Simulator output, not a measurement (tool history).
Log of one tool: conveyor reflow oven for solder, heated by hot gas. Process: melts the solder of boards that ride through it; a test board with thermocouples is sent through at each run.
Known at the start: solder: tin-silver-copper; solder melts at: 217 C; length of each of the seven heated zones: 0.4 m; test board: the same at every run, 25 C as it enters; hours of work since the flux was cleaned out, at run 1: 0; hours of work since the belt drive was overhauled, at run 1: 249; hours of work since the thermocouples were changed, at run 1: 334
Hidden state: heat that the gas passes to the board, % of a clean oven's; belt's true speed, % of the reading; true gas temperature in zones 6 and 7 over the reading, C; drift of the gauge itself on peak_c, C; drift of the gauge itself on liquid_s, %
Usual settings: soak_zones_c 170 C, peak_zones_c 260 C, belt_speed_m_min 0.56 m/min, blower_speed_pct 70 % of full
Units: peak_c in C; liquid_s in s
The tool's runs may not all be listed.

run,hour,soak_zones_c,peak_zones_c,belt_speed_m_min,blower_speed_pct,hours of work since the flux was cleaned out,hours of work since the belt drive was overhauled,hours of work since the thermocouples were changed,peak_c,liquid_s
1,0,170,260,0.56,70,0,249,334,247.1,60
2,92.3,170,260,0.56,70,69,318,403,246.5,59.2
3,163,170,260,0.56,70,122,371,456,245.2,58.3
4,220.4,170,262,0.56,70,165,414,499,246.9,59.8
5,310.9,170,260,0.56,70,233,482,567,244.5,56.9
6,367.4,170,260,0.56,70,275,524,609,245,57
7,444.3,170,260,0.56,70,333,581,666,245,57.7
# hour 463.1: flux residue cleaned out of gas plates and filters
8,488.5,170,260,0.56,70,19,611,696,245.8,59
9,546.6,170,260,0.56,63,62,654,739,243.5,55.4
# hour 598.1: thermocouples of zones 6 and 7 changed
10,636.7,170,260,0.56,70,128,720,29,247.1,60.3
11,689,170,260,0.56,70,168,759,68,246.4,59.4
12,775.8,170,260,0.56,70,233,824,133,245.2,59.4
13,868.2,170,260,0.56,70,302,893,202,245.4,58.8
# hour 924.7: flux residue cleaned out of gas plates and filters
14,945,170,257,0.56,70,15,947,256,244.6,58.1
15,1021.3,158,272,0.56,70,72,1004,313,255.7,63
16,1077.5,166,249,0.526,61,114,1046,355,235.4,48.3
17,1131,170,260,0.586,66,154,1086,395,242.6,53.6
18,1204.4,178,250,0.586,66,209,1141,450,236,49.3
19,1281.9,177,250,0.531,55,267,1199,508,234.2,51.8
20,1370.7,165,271,0.636,70,334,1266,574,249,52.1
# hour 1389.5: flux residue cleaned out of gas plates and filters
21,1428.9,165,271,0.636,70,30,1306,614,250.9,53.5
22,1498.4,165,271,0.636,70,82,1358,666,249.8,53.3

Forecast each of these 3 alternatives for the next run:
A,1592.8,170,260,0.56,61,152,1428,737,?,?
B,1592.8,166,253,0.636,68,152,1428,737,?,?
C,1592.8,181,271,0.563,70,152,1428,737,?,?

run,peak_c,liquid_s
A,242.1,55.4
B,233.5,37.6
C,256.2,73.5
Without the tool's hidden state the same runs would have given:
run,peak_c,liquid_s
A,244,55
B,235.5,38.5
C,258.3,71.9

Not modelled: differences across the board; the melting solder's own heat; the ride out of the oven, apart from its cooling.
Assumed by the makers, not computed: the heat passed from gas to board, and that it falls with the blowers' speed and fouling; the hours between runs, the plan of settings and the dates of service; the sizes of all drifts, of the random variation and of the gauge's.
